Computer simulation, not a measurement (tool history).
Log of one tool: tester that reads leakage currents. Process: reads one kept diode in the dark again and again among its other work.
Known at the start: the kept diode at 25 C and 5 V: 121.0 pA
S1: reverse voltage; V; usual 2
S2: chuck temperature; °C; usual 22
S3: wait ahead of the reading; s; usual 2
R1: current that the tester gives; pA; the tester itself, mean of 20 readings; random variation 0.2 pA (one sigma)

run 1 hour=0 | S1=2 S2=22 S3=2 | R1=64.96
run 2 hour=136.5 | S1=2 S2=22 S3=2 | R1=64.94
run 3 hour=246.3 | S1=2 S2=22 S3=2 | R1=64.74
run 4 hour=332.1 | S1=2 S2=22 S3=2 | R1=65
run 5 hour=431.2 | S1=2 S2=22 S3=2 | R1=64.42
run 6 hour=571.7 | S1=2 S2=22 S3=2 | R1=64.82
run 7 hour=707.8 | S1=2 S2=22 S3=2 | R1=64.99
run 8 hour=826.7 | S1=1.84 S2=22 S3=0.47 | R1=63.39
-- hour=861.7 probe card cleaned and baked
run 9 hour=991.9 | S1=1.41 S2=22 S3=2 | R1=56.17
run 10 hour=1125.8 | S1=3.5 S2=28 S3=0.48 | R1=132.85
run 11 hour=1265 | S1=1.3 S2=37 S3=3.33 | R1=170.93

Forecast each of these 5 alternatives for the next run:
run A hour=1338 | S1=2.21 S2=29 S3=2.86 | R1=?
run B hour=1338 | S1=1.36 S2=37 S3=3.33 | R1=?
run C hour=1338 | S1=2 S2=34 S3=2 | R1=?
run D hour=1338 | S1=1.3 S2=37 S3=4.58 | R1=?
run E hour=1338 | S1=2 S2=22 S3=0.94 | R1=?

run=A R1=117.49
run=B R1=175.23
run=C R1=164.3
run=D R1=171.78
run=E R1=65.24
Without the tool's hidden state the same runs would have given:
run=A R1=117.45
run=B R1=175.18
run=C R1=164.25
run=D R1=171.73
run=E R1=65.22
